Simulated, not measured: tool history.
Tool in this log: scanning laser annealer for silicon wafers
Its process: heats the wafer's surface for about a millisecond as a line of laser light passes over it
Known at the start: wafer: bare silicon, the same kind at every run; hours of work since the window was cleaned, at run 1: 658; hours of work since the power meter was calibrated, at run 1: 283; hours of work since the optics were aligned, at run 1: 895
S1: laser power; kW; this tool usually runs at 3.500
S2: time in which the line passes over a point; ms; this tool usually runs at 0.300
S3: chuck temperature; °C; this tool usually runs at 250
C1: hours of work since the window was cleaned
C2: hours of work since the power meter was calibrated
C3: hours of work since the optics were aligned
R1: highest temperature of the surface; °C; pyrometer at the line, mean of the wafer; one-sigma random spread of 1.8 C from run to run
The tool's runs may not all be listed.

Run 1, hour 0.0: usual settings; C1 658; C2 283; C3 895. Result: R1 920 °C.
Run 2, hour 9.7: usual settings but S1 3.459 kW; C1 664; C2 288; C3 900. Result: R1 912 °C.
Run 3, hour 17.4: usual settings; C1 668; C2 292; C3 905. Result: R1 921 °C.
Run 4, hour 25.5: usual settings; C1 672; C2 297; C3 909. Result: R1 924 °C.
Run 5, hour 36.7: usual settings; C1 679; C2 303; C3 916. Result: R1 923 °C.
Run 6, hour 48.1: usual settings; C1 685; C2 310; C3 922. Result: R1 920 °C.
Run 7, hour 62.0: usual settings; C1 693; C2 318; C3 930. Result: R1 920 °C.
Run 8, hour 76.7: usual settings but S1 3.608 kW; C1 701; C2 326; C3 938. Result: R1 938 °C.
Run 9, hour 90.6: usual settings but S1 3.651 kW; C1 709; C2 334; C3 946. Result: R1 944 °C.
Run 10, hour 103.6: usual settings but S1 3.651 kW; C1 717; C2 341; C3 953. Result: R1 947 °C.
Run 11, hour 115.1: usual settings but S1 3.064 kW, S3 279 °C; C1 723; C2 347; C3 960. Result: R1 873 °C.
Run 12, hour 128.1: usual settings but S1 3.064 kW, S3 279 °C; C1 730; C2 355; C3 967. Result: R1 870 °C.
Run 13, hour 135.3: usual settings but S3 213 °C; C1 734; C2 359; C3 971. Result: R1 880 °C.
Run 14, hour 144.7: usual settings but S1 3.773 kW, S2 0.270 ms, S3 213 °C; C1 740; C2 364; C3 977. Result: R1 894 °C.
Run 15, hour 152.6: usual settings but S1 3.448 kW, S2 0.220 ms, S3 213 °C; C1 744; C2 369; C3 981. Result: R1 776 °C.
Run 16, hour 166.6: usual settings but S1 3.448 kW, S2 0.220 ms, S3 213 °C; C1 752; C2 377; C3 989. Result: R1 777 °C.

4 options for the next run, each taken on its own from the tool as it stands now. Forecast them:
Run A, hour 174.8: usual settings but S1 3.484 kW; C1 757; C2 381; C3 994. Result: R1 ?.
Run B, hour 174.8: usual settings but S1 3.286 kW, S2 0.281 ms, S3 213 °C; C1 757; C2 381; C3 994. Result: R1 ?.
Run C, hour 174.8: usual settings but S1 3.624 kW; C1 757; C2 381; C3 994. Result: R1 ?.
Run D, hour 174.8: usual settings but S1 3.367 kW, S2 0.283 ms, S3 275 °C; C1 757; C2 381; C3 994. Result: R1 ?.

run   R1
  A  913
  B  822
  C  939
  D  901
Without the tool's unlogged condition, the same runs would have read:
run   R1
  A  950
  B  856
  C  977
  D  936
